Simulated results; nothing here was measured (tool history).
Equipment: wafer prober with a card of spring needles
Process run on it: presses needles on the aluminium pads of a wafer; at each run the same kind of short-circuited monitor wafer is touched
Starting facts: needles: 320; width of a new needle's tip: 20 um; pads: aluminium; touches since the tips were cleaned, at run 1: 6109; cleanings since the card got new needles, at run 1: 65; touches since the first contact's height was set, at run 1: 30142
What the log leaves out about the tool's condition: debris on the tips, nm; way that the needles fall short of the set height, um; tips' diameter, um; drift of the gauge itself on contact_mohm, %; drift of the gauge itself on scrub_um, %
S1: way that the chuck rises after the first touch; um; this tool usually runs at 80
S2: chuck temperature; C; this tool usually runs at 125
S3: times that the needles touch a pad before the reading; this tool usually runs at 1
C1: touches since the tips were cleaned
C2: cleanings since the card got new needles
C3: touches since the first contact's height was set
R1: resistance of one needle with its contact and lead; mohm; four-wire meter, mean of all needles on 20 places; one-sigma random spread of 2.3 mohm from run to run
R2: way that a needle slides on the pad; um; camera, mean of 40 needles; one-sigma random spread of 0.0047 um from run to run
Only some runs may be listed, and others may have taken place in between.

run	day	S1	S2	S3	C1	C2	C3	R1	R2
1	0	80	125	1	6109	65	30142	309	12.578
# day 0.446: tips cleaned on abrasive film
# day 1.662: tips cleaned on abrasive film
2	1.829	80	125	1	1171	67	43036	285	12.564
# day 2.854: tips cleaned on abrasive film
3	3.679	69	125	1	5861	68	56118	327	10.825
# day 4.071: tips cleaned on abrasive film
# day 5.225: tips cleaned on abrasive film
4	5.925	80	125	1	4952	70	71950	305	12.547
# day 6.433: tips cleaned on abrasive film
5	7.288	80	125	1	6052	71	81569	310	12.541
# day 7.717: tips cleaned on abrasive film
# day 8.867: tips cleaned on abrasive film
# day 10.092: tips cleaned on abrasive film
6	10.254	80	50	1	1149	74	102478	260	12.511
# day 11.279: tips cleaned on abrasive film
# day 11.942: height of the first contact set anew
# day 12.429: tips cleaned on abrasive film
7	13.025	80	50	1	4194	76	7639	289	12.605
# day 13.817: tips cleaned on abrasive film
# day 15.012: tips cleaned on abrasive film
8	15.779	80	50	2	5424	78	27080	276	12.583
# day 16.217: tips cleaned on abrasive film
# day 17.354: tips cleaned on abrasive film
9	18.254	80	50	2	6364	80	44561	280	12.571
# day 18.512: tips cleaned on abrasive film
# day 19.65: tips cleaned on abrasive film
# day 20.958: tips cleaned on abrasive film
10	21.067	80	50	2	783	83	64388	256	12.543
# day 22.258: tips cleaned on abrasive film
# day 23.429: tips cleaned on abrasive film
11	23.467	80	125	2	261	85	81318	269	12.53
# day 24.633: tips cleaned on abrasive film
# day 25.775: tips cleaned on abrasive film
12	25.85	80	125	2	524	87	98127	276	12.513
# day 26.933: tips cleaned on abrasive film
13	27.604	80	125	2	4736	88	110516	288	12.505
# day 28.096: tips cleaned on abrasive film
# day 28.108: height of the first contact set anew
# day 29.404: tips cleaned on abrasive film
14	29.517	75	125	1	804	90	9960	282	11.814
# day 30.6: tips cleaned on abrasive film
# day 31.788: tips cleaned on abrasive film
15	31.788	80	125	1	0	92	25964	274	12.586
# day 33.146: tips cleaned on abrasive film
16	33.725	80	125	1	4118	93	39670	311	12.58
# day 34.408: tips cleaned on abrasive film
# day 35.779: tips cleaned on abrasive film
17	36.5	80	125	1	5094	95	59238	313	12.568
# day 37.033: tips cleaned on abrasive film
# day 38.312: tips cleaned on abrasive film
18	38.321	80	125	3	53	97	72072	268	12.534
# day 39.696: tips cleaned on abrasive film
19	40.029	80	125	3	2357	98	84142	277	12.537
# day 40.967: tips cleaned on abrasive film
# day 42.142: tips cleaned on abrasive film
20	42.2	99	119	3	422	100	99478	257	15.522
# day 43.438: tips cleaned on abrasive film
# day 44.304: height of the first contact set anew
21	44.567	99	119	3	7906	101	1845	276	15.593
# day 44.746: tips cleaned on abrasive film
# day 46.067: tips cleaned on abrasive film
# day 47.279: tips cleaned on abrasive film
22	47.533	90	33	1	1819	104	22772	257	14.157
# day 48.45: tips cleaned on abrasive film
23	49.354	97	125	1	6411	105	35643	291	15.246
# day 49.758: tips cleaned on abrasive film
# day 50.904: tips cleaned on abrasive film
24	51.079	69	69	1	1241	107	47778	282	10.827
# day 52.092: tips cleaned on abrasive film
25	53.104	96	100	1	7162	108	62090	290	15.068
# day 53.383: tips cleaned on abrasive film
# day 54.571: tips cleaned on abrasive film
26	54.717	96	100	1	1047	110	73468	272	15.061
# day 55.771: tips cleaned on abrasive film
27	56.475	80	103	2	4983	111	85874	281	12.523
# day 57: tips cleaned on abrasive film
28	57.871	83	125	1	6176	112	95733	308	12.999
# day 58.225: tips cleaned on abrasive film
# day 59.396: tips cleaned on abrasive film
# day 60.429: height of the first contact set anew
29	60.429	71	39	1	7225	114	0	312	11.191
# day 60.583: tips cleaned on abrasive film
# day 61.854: tips cleaned on abrasive film
30	61.862	89	39	1	82	116	10108	247	14.011

Alternative continuations, all from the tool just after run 30; predict every row:
# day 63.062: tips cleaned on abrasive film
A	63.446	83	72	3	2700	117	21267	?	?
# day 63.062: tips cleaned on abrasive film
B	63.446	80	78	1	2700	117	21267	?	?
# day 63.062: tips cleaned on abrasive film
C	63.446	89	39	3	2700	117	21267	?	?
# day 63.062: tips cleaned on abrasive film
D	63.446	65	39	2	2700	117	21267	?	?

run	R1	R2
A	260	13.055
B	291	12.58
C	256	13.999
D	280	10.213
What these runs would have given with no unlogged condition in the tool:
run	R1	R2
A	246	13.079
B	253	12.604
C	244	14.023
D	245	10.237
